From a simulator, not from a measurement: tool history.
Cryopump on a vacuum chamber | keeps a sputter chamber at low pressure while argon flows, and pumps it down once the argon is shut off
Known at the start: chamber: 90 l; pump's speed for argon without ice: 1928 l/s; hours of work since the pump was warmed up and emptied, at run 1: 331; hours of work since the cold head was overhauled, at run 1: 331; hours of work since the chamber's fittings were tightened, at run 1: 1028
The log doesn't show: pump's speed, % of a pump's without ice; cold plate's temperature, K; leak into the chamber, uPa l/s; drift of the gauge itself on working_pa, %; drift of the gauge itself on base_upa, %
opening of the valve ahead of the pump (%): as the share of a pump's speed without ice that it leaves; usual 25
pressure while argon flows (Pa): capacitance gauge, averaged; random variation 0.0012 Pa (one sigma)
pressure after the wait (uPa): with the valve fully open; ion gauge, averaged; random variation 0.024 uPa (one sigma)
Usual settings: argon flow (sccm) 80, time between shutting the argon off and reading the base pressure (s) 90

| run | hour | argon flow (sccm) | time between shutting the argon off and reading the base pressure (s) | opening of the valve ahead of the pump (%) | hours of work since the pump was warmed up and emptied | hours of work since the cold head was overhauled | hours of work since the chamber's fittings were tightened | pressure while argon flows (Pa) | pressure after the wait (uPa) |
|---|---|---|---|---|---|---|---|---|---|
| 1 | 0 | 80 | 90 | 25 | 331 | 331 | 1028 | 0.2895 | 1.35 |
| 2 | 9.3 | 90 | 90 | 25 | 337 | 337 | 1034 | 0.3238 | 1.35 |
| 3 | 19.7 | 90 | 90 | 25 | 344 | 344 | 1041 | 0.3226 | 1.37 |
| 4 | 36.3 | 80 | 90 | 25 | 355 | 355 | 1052 | 0.2895 | 1.38 |
| 5 | 56.1 | 80 | 90 | 60 | 369 | 369 | 1066 | 0.1253 | 1.34 |
| 6 | 74.6 | 71 | 90 | 60 | 381 | 381 | 1078 | 0.1109 | 1.4 |
| 7 | 84.9 | 71 | 295 | 60 | 388 | 388 | 1085 | 0.1112 | 0.85 |
| 8 | 98.2 | 71 | 295 | 60 | 397 | 397 | 1094 | 0.1128 | 0.85 |
| 9 | 114.6 | 71 | 295 | 60 | 408 | 408 | 1105 | 0.1118 | 0.85 |
| 10 | 131.6 | 80 | 90 | 28 | 420 | 420 | 1117 | 0.2604 | 1.39 |
| 11 | 149.2 | 80 | 90 | 25 | 432 | 432 | 1129 | 0.2911 | 1.41 |
| 12 | 166.6 | 56 | 181 | 26 | 443 | 443 | 1140 | 0.1977 | 0.99 |
| 13 | 182.2 | 129 | 236 | 30 | 454 | 454 | 1151 | 0.3967 | 0.97 |
| 14 | 194.4 | 103 | 90 | 25 | 462 | 462 | 1159 | 0.3742 | 1.42 |
| 15 | 208.6 | 103 | 90 | 25 | 472 | 472 | 1169 | 0.3756 | 1.44 |
| 16 | 221 | 80 | 77 | 46 | 480 | 480 | 1177 | 0.1645 | 1.55 |
| 17 | 241 | 80 | 172 | 47 | 494 | 494 | 1191 | 0.1614 | 1.13 |
| 18 | 252.3 | 80 | 172 | 47 | 501 | 501 | 1198 | 0.1607 | 1.08 |
| 19 | 268.6 | 127 | 90 | 30 | 512 | 512 | 1209 | 0.39 | 1.47 |
| 20 | 288.9 | 73 | 29 | 43 | 526 | 526 | 1223 | 0.1606 | 3.23 |
| 21 | 297.9 | 69 | 135 | 35 | 532 | 532 | 1229 | 0.1833 | 1.18 |

Forecast each of these 5 alternatives for the next run:
| A | 308.5 | 69 | 73 | 35 | 539 | 539 | 1236 | ? | ? |
| B | 308.5 | 69 | 135 | 42 | 539 | 539 | 1236 | ? | ? |
| C | 308.5 | 66 | 135 | 35 | 539 | 539 | 1236 | ? | ? |
| D | 308.5 | 110 | 57 | 45 | 539 | 539 | 1236 | ? | ? |
| E | 308.5 | 80 | 148 | 25 | 539 | 539 | 1236 | ? | ? |

| run | pressure while argon flows (Pa) | pressure after the wait (uPa) |
|---|---|---|
| A | 0.183 | 1.68 |
| B | 0.1545 | 1.23 |
| C | 0.1762 | 1.17 |
| D | 0.231 | 1.84 |
| E | 0.293 | 1.18 |
Without the tool's hidden state the same runs would have given:
| run | pressure while argon flows (Pa) | pressure after the wait (uPa) |
|---|---|---|
| A | 0.1722 | 1.13 |
| B | 0.1436 | 0.67 |
| C | 0.1657 | 0.62 |
| D | 0.2136 | 1.31 |
| E | 0.2803 | 0.63 |
